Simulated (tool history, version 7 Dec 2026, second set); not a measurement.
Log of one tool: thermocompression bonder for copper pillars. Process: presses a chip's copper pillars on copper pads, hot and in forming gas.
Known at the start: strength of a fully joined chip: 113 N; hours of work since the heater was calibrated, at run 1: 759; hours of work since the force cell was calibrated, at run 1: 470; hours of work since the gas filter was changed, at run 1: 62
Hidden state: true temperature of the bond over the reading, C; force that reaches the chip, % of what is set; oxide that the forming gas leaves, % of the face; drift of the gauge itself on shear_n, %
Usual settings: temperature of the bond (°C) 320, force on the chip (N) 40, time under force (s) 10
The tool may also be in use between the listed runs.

| run | day | temperature of the bond (°C) | force on the chip (N) | time under force (s) | hours of work since the heater was calibrated | hours of work since the force cell was calibrated | hours of work since the gas filter was changed | force that shears a chip off (N) |
|---|---|---|---|---|---|---|---|---|
| 1 | 0 | 320 | 40 | 10 | 759 | 470 | 62 | 51.3 |
| 2 | 1.067 | 320 | 40 | 10 | 774 | 485 | 77 | 51.6 |
| 3 | 1.588 | 320 | 40 | 10 | 781 | 492 | 84 | 51.1 |
| 4 | 2.45 | 320 | 40 | 10 | 793 | 504 | 96 | 50.4 |
| 5 | 2.938 | 339 | 40 | 10 | 799 | 510 | 103 | 58.8 |
|  | 3.458 | forming gas filter changed |
| 6 | 3.925 | 339 | 40 | 10 | 813 | 524 | 6 | 64.2 |
| 7 | 4.954 | 319 | 40 | 10 | 827 | 538 | 20 | 53.2 |
| 8 | 5.421 | 319 | 40 | 10 | 833 | 544 | 27 | 52.7 |
| 9 | 6.054 | 319 | 40 | 10 | 842 | 553 | 35 | 52.5 |
| 10 | 6.888 | 319 | 40 | 10 | 853 | 564 | 47 | 51.8 |
| 11 | 8.025 | 319 | 40 | 10 | 869 | 580 | 62 | 51.8 |
| 12 | 8.625 | 336 | 40 | 10 | 877 | 588 | 71 | 59.7 |
| 13 | 9.629 | 308 | 40 | 10 | 890 | 602 | 84 | 45.5 |
| 14 | 10.446 | 308 | 40 | 10 | 902 | 613 | 95 | 45.6 |
|  | 11.467 | forming gas filter changed |
| 15 | 11.558 | 320 | 40 | 10 | 917 | 628 | 1 | 54.9 |
| 16 | 12.333 | 320 | 40 | 10 | 927 | 638 | 12 | 54.6 |
| 17 | 13.042 | 320 | 27 | 10 | 937 | 648 | 22 | 36.2 |
| 18 | 13.862 | 309 | 27 | 10 | 948 | 659 | 33 | 31.5 |
| 19 | 14.725 | 341 | 40 | 10 | 960 | 671 | 44 | 64.2 |
| 20 | 15.404 | 341 | 40 | 10 | 969 | 680 | 54 | 62.2 |
| 21 | 16.379 | 320 | 31 | 19 | 982 | 693 | 67 | 50.8 |
| 22 | 16.979 | 320 | 31 | 19 | 991 | 702 | 75 | 50.7 |
| 23 | 17.521 | 337 | 25 | 10 | 998 | 709 | 83 | 37.2 |
| 24 | 18.271 | 323 | 54 | 29 | 1008 | 719 | 93 | 85.2 |
| 25 | 18.862 | 302 | 45 | 24 | 1016 | 727 | 101 | 63.3 |
|  | 19.004 | heater calibrated with a thermocouple chip |
|  | 19.567 | forming gas filter changed |
| 26 | 20.046 | 302 | 45 | 24 | 14 | 742 | 7 | 66.7 |
| 27 | 20.958 | 302 | 45 | 24 | 26 | 754 | 19 | 65 |
| 28 | 22.088 | 315 | 40 | 16 | 42 | 770 | 34 | 58.5 |
| 29 | 23.004 | 315 | 40 | 16 | 54 | 782 | 47 | 57.5 |
|  | 24.096 | heater calibrated with a thermocouple chip, once more |
| 30 | 24.225 | 315 | 40 | 16 | 2 | 798 | 62 | 60.1 |
| 31 | 25.225 | 296 | 58 | 8 | 15 | 812 | 76 | 54.1 |
| 32 | 25.7 | 296 | 58 | 8 | 22 | 818 | 83 | 53.3 |
| 33 | 26.175 | 349 | 39 | 6 | 28 | 825 | 89 | 53.2 |
| 34 | 27.104 | 320 | 29 | 11 | 41 | 837 | 102 | 39.3 |
|  | 27.65 | forming gas filter changed |
| 35 | 27.804 | 320 | 29 | 11 | 50 | 847 | 2 | 42.1 |
| 36 | 28.7 | 325 | 29 | 26 | 63 | 859 | 14 | 61.4 |
| 37 | 29.779 | 325 | 29 | 26 | 77 | 873 | 29 | 58.8 |
| 38 | 30.762 | 325 | 36 | 26 | 91 | 887 | 42 | 69.6 |
| 39 | 31.779 | 306 | 25 | 13 | 105 | 901 | 56 | 31.6 |

3 ways to go on from here, each from the tool as it stands after run 39. What would each give?
| A | 32.779 | 342 | 40 | 8 | 118 | 914 | 70 | ? |
| B | 32.779 | 336 | 27 | 10 | 118 | 914 | 70 | ? |
| C | 32.779 | 320 | 40 | 15 | 118 | 914 | 70 | ? |

| run | force that shears a chip off (N) |
|---|---|
| A | 59.2 |
| B | 42.6 |
| C | 60.1 |
Without the tool's hidden state the same runs would have given:
| run | force that shears a chip off (N) |
|---|---|
| A | 63.6 |
| B | 45.8 |
| C | 64.4 |
